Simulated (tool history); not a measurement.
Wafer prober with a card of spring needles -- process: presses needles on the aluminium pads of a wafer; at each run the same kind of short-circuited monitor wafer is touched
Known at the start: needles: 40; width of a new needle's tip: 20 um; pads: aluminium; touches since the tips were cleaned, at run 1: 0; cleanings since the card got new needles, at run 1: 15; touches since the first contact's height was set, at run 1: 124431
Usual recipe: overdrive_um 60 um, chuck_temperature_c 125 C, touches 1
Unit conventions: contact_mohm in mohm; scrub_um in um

run    hour  overdrive_um  chuck_temperature_c  touches  touches since the tips were cleaned  cleanings since the card got new needles  touches since the first contact's height was set  contact_mohm  scrub_um
  1     0.0            60                  125        1                                    0                                        15                                            124431           172     11.16
       30.2  -- tips cleaned on abrasive film
  2    48.5            60                  125        2                                 4817                                        16                                            137184           315     11.08
       60.1  -- tips cleaned on abrasive film
       89.2  -- tips cleaned on abrasive film
      121.3  -- tips cleaned on abrasive film
  3   132.5            60                  125        1                                 2952                                        19                                            159261           396     11.06
      152.1  -- tips cleaned on abrasive film
  4   170.4            60                  125        2                                 4851                                        20                                            169250           318     10.98
      185.7  -- tips cleaned on abrasive film
      217.4  -- tips cleaned on abrasive film
  5   237.1            60                  125        1                                 5205                                        22                                            186774           437     10.98
      250.8  -- tips cleaned on abrasive film
      279.9  -- tips cleaned on abrasive film
      311.1  -- tips cleaned on abrasive film
  6   316.4            60                  125        3                                 1398                                        25                                            207621           214     10.86
      339.1  -- tips cleaned on abrasive film
      363.6  -- height of the first contact set anew
      369.9  -- tips cleaned on abrasive film
      398.8  -- tips cleaned on abrasive film
  7   401.3            60                  125        3                                  652                                        28                                              9884           196     11.39
      430.3  -- tips cleaned on abrasive film
  8   457.2            60                  125        3                                 7075                                        29                                             24591           255     11.37
      462.2  -- tips cleaned on abrasive film
      491.2  -- tips cleaned on abrasive film
      521.1  -- tips cleaned on abrasive film
  9   523.4            60                  125        3                                  610                                        32                                             41972           198     11.35
      551.0  -- tips cleaned on abrasive film
      581.6  -- tips cleaned on abrasive film
      613.0  -- tips cleaned on abrasive film
 10   616.4            60                  125        3                                  899                                        35                                             66439           204     11.23
      641.4  -- tips cleaned on abrasive film
      672.0  -- tips cleaned on abrasive film
 11   688.0            60                  125        3                                 4229                                        37                                             85267           257     11.18
      701.8  -- tips cleaned on abrasive film
      732.9  -- tips cleaned on abrasive film
      760.3  -- tips cleaned on abrasive film
 12   769.1            60                  125        1                                 2319                                        40                                            106562           396     11.11
      789.6  -- tips cleaned on abrasive film
      818.9  -- tips cleaned on abrasive film
      852.1  -- tips cleaned on abrasive film
 13   860.9            60                  125        1                                 2317                                        43                                            130692           392     11.05
      882.4  -- tips cleaned on abrasive film
      912.3  -- tips cleaned on abrasive film
      943.7  -- tips cleaned on abrasive film
 14   943.7            60                  125        1                                    0                                        46                                            152444           187     11.01
      975.4  -- tips cleaned on abrasive film
 15   991.4            60                  125        1                                 4204                                        47                                            164998           435     10.99
     1004.1  -- tips cleaned on abrasive film
 16  1031.0            60                  125        1                                 7072                                        48                                            175414           465     10.94
     1037.8  -- tips cleaned on abrasive film
     1069.9  -- tips cleaned on abrasive film
     1102.1  -- tips cleaned on abrasive film
 17  1102.1            60                  112        1                                    0                                        51                                            194094           198     10.90
     1132.7  -- tips cleaned on abrasive film
     1165.0  -- tips cleaned on abrasive film
 18  1170.6            80                   71        3                                 1472                                        53                                            212105           184     14.67
     1195.4  -- tips cleaned on abrasive film
     1200.4  -- height of the first contact set anew
     1223.4  -- tips cleaned on abrasive film
 19  1229.8            80                   71        3                                 1696                                        55                                              7724           184     15.24
     1255.3  -- tips cleaned on abrasive film
 20  1280.6            80                   71        3                                 6684                                        56                                             21096           210     15.16
     1287.5  -- tips cleaned on abrasive film
     1318.4  -- tips cleaned on abrasive film
     1352.0  -- tips cleaned on abrasive film
 21  1354.8            50                   71        3                                  728                                        59                                             40572           210      9.38
     1382.4  -- tips cleaned on abrasive film
     1410.7  -- tips cleaned on abrasive film
 22  1412.3            60                  125        1                                  417                                        61                                             55690           253     11.28
     1443.8  -- tips cleaned on abrasive film
     1476.7  -- tips cleaned on abrasive film
 23  1489.3            60                   68        2                                 3316                                        63                                             75955           331     11.25
     1509.7  -- tips cleaned on abrasive film
     1542.3  -- tips cleaned on abrasive film
 24  1566.6            47                   31        1                                 6405                                        65                                             96291           707      8.73
     1572.9  -- tips cleaned on abrasive film
     1602.0  -- tips cleaned on abrasive film
 25  1610.5            60                   46        1                                 2245                                        67                                            107805           414     11.17
     1629.5  -- tips cleaned on abrasive film
     1662.3  -- tips cleaned on abrasive film
 26  1677.0            77                   58        2                                 3892                                        69                                            125295           263     14.37
     1690.0  -- tips cleaned on abrasive film
     1720.1  -- tips cleaned on abrasive film
     1748.8  -- tips cleaned on abrasive film
 27  1760.1            64                   42        2                                 2995                                        72                                            147135           322     11.77
     1777.2  -- tips cleaned on abrasive film
     1810.5  -- tips cleaned on abrasive film
 28  1816.9            66                   60        2                                 1673                                        74                                            162051           287     12.12

Forecast each of these 3 alternatives for the next run:
     1841.2  -- tips cleaned on abrasive film
     1869.1  -- tips cleaned on abrasive film
  A  1890.9            49                   38        3                                 5752                                        76                                            181532             ?         ?
     1841.2  -- tips cleaned on abrasive film
     1869.1  -- tips cleaned on abrasive film
  B  1890.9            58                   60        2                                 5752                                        76                                            181532             ?         ?
     1841.2  -- tips cleaned on abrasive film
     1869.1  -- tips cleaned on abrasive film
  C  1890.9            44                   81        1                                 5752                                        76                                            181532             ?         ?

run  contact_mohm  scrub_um
  A           354      8.86
  B           381     10.53
  C           805      7.93
Without the tool's hidden state the same runs would have given:
run  contact_mohm  scrub_um
  A           147      9.34
  B           145     11.01
  C           158      8.41
